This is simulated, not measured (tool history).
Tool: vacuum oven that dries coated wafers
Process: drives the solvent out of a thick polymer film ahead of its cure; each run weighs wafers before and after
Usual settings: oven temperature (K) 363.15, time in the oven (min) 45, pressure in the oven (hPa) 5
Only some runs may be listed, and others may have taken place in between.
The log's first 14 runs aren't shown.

run,hour,oven temperature (K),time in the oven (min),pressure in the oven (hPa),hours of work since the thermocouples were calibrated,hours of work since the vacuum gauge was cleaned of residue,solvent left in the film (%)
15,656.5,363.15,45,16.53,1617,1381,2.09
16,699.7,363.15,45,16.53,1645,1409,2.05
17,763.1,363.15,45,16.53,1686,1450,2.05
# hour 769.9: oven's thermocouples calibrated
18,816.2,363.15,45,17.34,30,1483,2.16
19,843.9,368.15,49,4.04,48,1501,0.43
20,907.2,363.15,45,5.52,89,1542,1.31
21,963.6,358.15,61,10.59,126,1578,1.84
22,996.4,350.15,55,4.67,147,1600,3.92
23,1051.4,363.15,45,7,183,1635,1.43
24,1085.3,363.15,30,19.57,205,1657,3.84
25,1139.3,361.15,76,5,240,1693,0.62
26,1191.2,361.15,76,5,273,1726,0.57
27,1237.8,374.15,45,18.57,304,1756,1.05
28,1299.9,363.15,45,3.88,344,1797,1.19
29,1356.7,363.15,58,8.28,381,1834,1.03
30,1404.5,363.15,58,8.28,412,1865,0.96
31,1432.3,376.15,42,4.67,430,1883,0.2
32,1480.7,356.15,42,4.67,461,1914,3.28
# hour 1494.7: vacuum gauge cleaned of residue and calibrated
33,1531.9,375.15,67,11.55,493,24,0.58
34,1590.1,374.15,70,5.8,531,62,0.34
35,1639,374.15,70,5.8,563,94,0.27
36,1675.3,363.15,81,5,586,117,0.38

Branching from run 36: 4 alternative next runs. What would each branch give?
A,1701.8,363.15,54,5,604,134,?
B,1701.8,363.15,81,5.8,604,134,?
C,1701.8,350.15,23,9.01,604,134,?
D,1701.8,365.15,74,2.95,604,134,?

run,solvent left in the film (%)
A,0.81
B,0.49
C,10.26
D,0.31
Stripped of hidden state, with their random variation kept, the same runs would have yielded:
run,solvent left in the film (%)
A,0.82
B,0.49
C,10.28
D,0.31

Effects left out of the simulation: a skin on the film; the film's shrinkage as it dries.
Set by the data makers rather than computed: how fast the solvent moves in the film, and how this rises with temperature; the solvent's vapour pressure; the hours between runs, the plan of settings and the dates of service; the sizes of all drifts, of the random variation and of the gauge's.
